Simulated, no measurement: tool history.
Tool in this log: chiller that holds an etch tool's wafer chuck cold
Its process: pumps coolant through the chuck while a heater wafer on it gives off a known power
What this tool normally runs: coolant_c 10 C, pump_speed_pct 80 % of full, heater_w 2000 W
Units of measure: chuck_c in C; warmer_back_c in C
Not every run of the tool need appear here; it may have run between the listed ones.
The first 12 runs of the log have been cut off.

run     day  coolant_c  pump_speed_pct  heater_w  chuck_c  warmer_back_c
 13  24.892         10              80      2000     29.3           5.05
 14  27.033         10              80      2000     29.7           4.97
 15  28.750         10              97      2000     26.1           4.12
 16  30.888         10              97      2000     26.2           4.12
 17  32.067         10              80      2000     29.5           4.99
 18  33.246         13              80      1636     29.0           4.09
 19  34.888          4              74      2000     25.2           5.47
 20  36.292          7              75      2148     29.6           5.84
 21  38.483          7              75      2148     29.6           5.85
 22  39.758          4              75      2687     32.8           7.25
 23  42.088          4              90      1167     14.0           2.58
 24  43.592         19              80      2289     41.8           5.78
 25  45.050          0              74      1212     12.8           3.37
 26  47.167         10              93      1718     24.5           3.66
 27  48.942         10              93      1718     24.6           3.66
 28  50.888         16              80      2000     36.0           5.14
 29  53.333         15              70      2541     44.2           7.51
 30  54.988         15              70      2541     44.5           7.51
 31  57.296         15              70      2541     44.6           7.49
 32  59.312          5              99      1174     14.5           2.41
     59.600  -- chiller's thermometer calibrated
 33  61.612          5              99      1174     15.0           2.37

Each row is a separate what-if for the run after 33, all from the same tool condition, not one after another. Results?
  A  62.862         10              96      2609        ?              ?
  B  62.862          7              89      1233        ?              ?
  C  62.862         13              79      1174        ?              ?

run  chuck_c  warmer_back_c
  A     32.4           5.50
  B     18.6           2.76
  C     25.3           3.10
With no hidden state in the tool, these same runs would have given:
run  chuck_c  warmer_back_c
  A     28.5           5.13
  B     16.6           2.57
  C     23.2           2.90
